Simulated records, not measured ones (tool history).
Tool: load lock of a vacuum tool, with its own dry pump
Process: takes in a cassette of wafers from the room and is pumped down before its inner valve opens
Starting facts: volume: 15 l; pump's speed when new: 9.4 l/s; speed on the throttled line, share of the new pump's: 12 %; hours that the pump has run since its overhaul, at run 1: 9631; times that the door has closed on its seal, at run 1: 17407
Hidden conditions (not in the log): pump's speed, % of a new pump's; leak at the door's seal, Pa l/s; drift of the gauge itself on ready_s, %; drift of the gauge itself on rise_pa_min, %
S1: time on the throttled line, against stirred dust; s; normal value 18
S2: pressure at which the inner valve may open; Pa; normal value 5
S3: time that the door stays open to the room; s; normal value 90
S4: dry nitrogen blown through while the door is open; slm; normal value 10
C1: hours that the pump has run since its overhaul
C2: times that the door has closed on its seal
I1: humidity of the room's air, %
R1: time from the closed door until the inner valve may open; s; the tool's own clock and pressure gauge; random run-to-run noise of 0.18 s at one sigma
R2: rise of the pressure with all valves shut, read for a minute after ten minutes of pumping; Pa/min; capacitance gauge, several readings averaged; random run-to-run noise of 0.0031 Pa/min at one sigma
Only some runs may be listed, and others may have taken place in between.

run	hour	S1	S2	S3	S4	C1	C2	I1	R1	R2
1	0.0	18	5	90	10	9631	17407	46.3	33.4	0.155
2	61.4	18	5	164	10	9692	17693	47.5	33.6	0.174
3	173.1	18	5	41	10	9804	18215	48.5	33.7	0.132
4	271.2	18	5	41	10	9902	18673	46.2	33.6	0.140
5	343.2	18	5	41	10	9974	19009	48.9	33.6	0.145
6	417.1	18	5	41	10	10048	19354	45.4	33.4	0.148
7	488.4	18	5	41	10	10119	19686	46.4	33.6	0.145
8	566.8	18	5	41	10	10197	20052	45.3	33.7	0.142
9	710.1	18	5	41	10	10341	20722	50.1	33.7	0.156
10	810.7	17	5	41	10	10441	21191	43.5	32.9	0.153
11	949.9	17	5	41	10	10580	21841	48.8	33.1	0.166
12	1096.6	16	8	29	25	10727	22525	42.3	31.1	0.139
13	1231.6	12	7	114	19	10862	23156	47.2	27.9	0.174
14	1334.6	12	7	114	19	10965	23636	44.4	28.1	0.172
15	1441.5	12	6	114	5	11072	24135	47.2	27.9	0.214
16	1526.8	12	6	98	9	11157	24533	44.0	28.6	0.192
17	1652.3	34	9	98	9	11283	25120	42.7	46.5	0.197
18	1738.9	34	9	98	9	11370	25524	45.6	46.7	0.203
19	1887.1	10	9	42	9	11518	26216	44.7	26.1	0.189
20	2010.0	26	5	219	10	11641	26789	45.9	40.7	0.229

Pick out some run-to-run changes in R1. Of each, how much would a tool without hidden state show as well, from the settings, what came in and chance, and how much is left for the hidden state and any gauge scatter not in both results compared?
Run 16 -> 17: S1 12 -> 34, S2 6 -> 9. R1 +17.9 s: hidden state -0.5, all else +18.4.
Run 18 -> 19: S1 34 -> 10, S3 98 -> 42. R1 -20.6 s: hidden state +0.5, all else -21.1.
